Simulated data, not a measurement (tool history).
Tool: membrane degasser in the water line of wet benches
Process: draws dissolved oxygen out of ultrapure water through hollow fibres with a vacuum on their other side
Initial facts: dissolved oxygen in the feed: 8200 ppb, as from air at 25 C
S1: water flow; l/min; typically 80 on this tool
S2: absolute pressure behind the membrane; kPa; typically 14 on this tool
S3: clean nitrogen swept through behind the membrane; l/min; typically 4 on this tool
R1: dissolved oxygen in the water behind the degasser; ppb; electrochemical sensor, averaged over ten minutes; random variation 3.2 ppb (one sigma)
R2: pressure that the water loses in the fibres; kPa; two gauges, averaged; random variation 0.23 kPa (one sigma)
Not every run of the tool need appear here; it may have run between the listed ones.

run	day	S1	S2	S3	R1	R2
1	0	80	14	4	506.7	59.86
2	11.983	80	14	4	507.7	60.36
3	19.067	80	14	4	505.4	60.34
4	28	80	14	4	509.9	59.88
5	37.608	80	14	4	504.8	60.56
6	47.667	80	14	4	510.2	60.72
7	53.992	80	14	4	507.1	61.14
8	58.871	80	14	4	506.9	61.32
9	63.842	80	14	4	510.5	60.45
# day 72.462: vacuum gauge calibrated
10	72.462	80	14	4	502	61.09
11	83.754	80	14	3.39	574.2	61.44
12	93.767	80	14	3.39	571.2	60.64
13	104.946	80	14	3.39	583	60.98
14	110.6	76	14	4	487.7	57.72
15	119.404	63	14	4	402	47.96
16	127.292	84	14	5.62	414.7	63.94
17	135.446	80	20.7	8.15	443.3	61.18
18	143.788	80	20.7	8.15	441.2	61.6
19	149.325	80	26.8	1.62	1872	61.45
20	159.962	80	26.8	1.62	1870.1	61.18
21	171.683	61	13	2.12	593.2	46.87
22	177.821	61	13	2.12	603	46.84
23	184.012	61	12.2	7.95	191.7	46.98
# day 195.867: seals of the vacuum lines changed
24	195.867	105	14	11.05	338.2	80.94
25	205.9	105	14	3.49	729.1	80.74
26	213.292	61	23.2	4.87	577.5	46.7
27	225.017	48	14	2.34	483.9	36.81
28	233.971	48	14	2.34	490.9	37.23
29	244.696	48	14	2.34	484.2	37.25

3 options for the next run, each taken on its own from the tool as it stands now. Forecast them:
A	249.896	48	8.6	2.34	?	?
B	249.896	82	18	5.31	?	?
C	249.896	62	13.1	7.88	?	?

run	R1	R2
A	260.7	37.06
B	556.6	63.23
C	214.6	47.67
Had the tool no hidden state, the same runs would have come out as:
run	R1	R2
A	252.3	35.93
B	544.2	61.3
C	207.3	46.22
